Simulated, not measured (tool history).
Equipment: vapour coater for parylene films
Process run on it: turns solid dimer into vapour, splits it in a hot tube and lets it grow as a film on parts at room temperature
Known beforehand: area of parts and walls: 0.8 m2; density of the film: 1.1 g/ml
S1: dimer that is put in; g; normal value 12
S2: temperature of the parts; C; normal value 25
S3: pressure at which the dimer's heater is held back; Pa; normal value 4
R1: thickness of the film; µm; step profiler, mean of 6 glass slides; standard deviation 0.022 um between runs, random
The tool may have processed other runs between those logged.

Run 1, hour 0: usual settings. Result: R1 8.67 µm.
Run 2, hour 21: usual settings. Result: R1 8.67 µm.
Run 3, hour 42.8: usual settings but S3 3.07 Pa. Result: R1 8.83 µm.
Run 4, hour 82.3: usual settings but S3 3.07 Pa. Result: R1 8.78 µm.
Run 5, hour 117.3: usual settings but S3 6.02 Pa. Result: R1 8.48 µm.
Run 6, hour 150.4: usual settings but S2 35 C. Result: R1 6.55 µm.
Run 7, hour 187.1: usual settings but S2 35 C. Result: R1 6.5 µm.
At hour 201.6: trap's valve overhauled.
Run 8, hour 212.5: usual settings but S2 35 C. Result: R1 6.34 µm.
Run 9, hour 249: usual settings but S2 31 C. Result: R1 7.07 µm.
Run 10, hour 270.5: usual settings but S2 31 C. Result: R1 7.07 µm.
At hour 291.9: trap's valve overhauled, once more.
Run 11, hour 317.7: usual settings but S3 9.14 Pa. Result: R1 8.63 µm.
Run 12, hour 348.3: usual settings. Result: R1 9.05 µm.
Run 13, hour 369.9: usual settings. Result: R1 9.03 µm.
Run 14, hour 410.1: usual settings but S1 15 g. Result: R1 11.27 µm.
Run 15, hour 431.5: usual settings but S2 19 C. Result: R1 10.67 µm.
Run 16, hour 452.4: usual settings but S2 19 C. Result: R1 10.68 µm.
Run 17, hour 499.1: usual settings but S2 19 C. Result: R1 10.62 µm.
Run 18, hour 538.4: usual settings but S2 19 C. Result: R1 10.61 µm.
Run 19, hour 578.2: usual settings but S1 11 g, S2 19 C, S3 3.69 Pa. Result: R1 9.77 µm.
Run 20, hour 605.1: usual settings but S1 11 g, S2 22 C, S3 2.65 Pa. Result: R1 9.13 µm.
Run 21, hour 632.7: usual settings but S1 6 g, S3 3.72 Pa. Result: R1 4.5 µm.
Run 22, hour 679.7: usual settings but S2 20 C, S3 11.56 Pa. Result: R1 9.69 µm.
Run 23, hour 713.8: usual settings but S1 6 g, S2 35 C. Result: R1 3.37 µm.
Run 24, hour 754.4: usual settings but S2 31 C, S3 5.65 Pa. Result: R1 7.41 µm.
Run 25, hour 790.4: usual settings but S2 31 C, S3 2.02 Pa. Result: R1 7.81 µm.
Run 26, hour 827.7: usual settings but S2 31 C, S3 4.49 Pa. Result: R1 7.49 µm.
Run 27, hour 862.2: usual settings but S2 30 C. Result: R1 7.77 µm.
Run 28, hour 898.6: usual settings but S1 13 g, S2 29 C, S3 4.91 Pa. Result: R1 8.51 µm.
Run 29, hour 923.9: usual settings but S1 11 g, S2 29 C, S3 4.91 Pa. Result: R1 7.21 µm.

Some steps in R1, run to run, broken into two amounts with sign: the step expected even without the hidden condition (settings, incoming material, random variation), and the rest, left for the hidden condition together with whatever gauge scatter is not in both the measured and the hidden-condition-free result:
Unlogged tool condition in this case: vapour lost through the trap's worn valve, %; true temperature of the parts over the reading, C; drift of the gauge itself on film_um, %.
Run 7 -> 8: trap's valve overhauled. R1 -0.16 µm: hidden state -0.21, all else +0.05.
Run 10 -> 11: S2 31 -> 25, S3 4 -> 9.14, trap's valve overhauled, once more. R1 +1.56 µm: hidden state +0.59, all else +0.97.
Run 21 -> 22: S1 6 -> 12, S2 25 -> 20, S3 3.72 -> 11.56. R1 +5.19 µm: hidden state -0.05, all else +5.24.
Run 22 -> 23: S1 12 -> 6, S2 20 -> 35, S3 11.56 -> 4. R1 -6.32 µm: hidden state +0.04, all else -6.36.
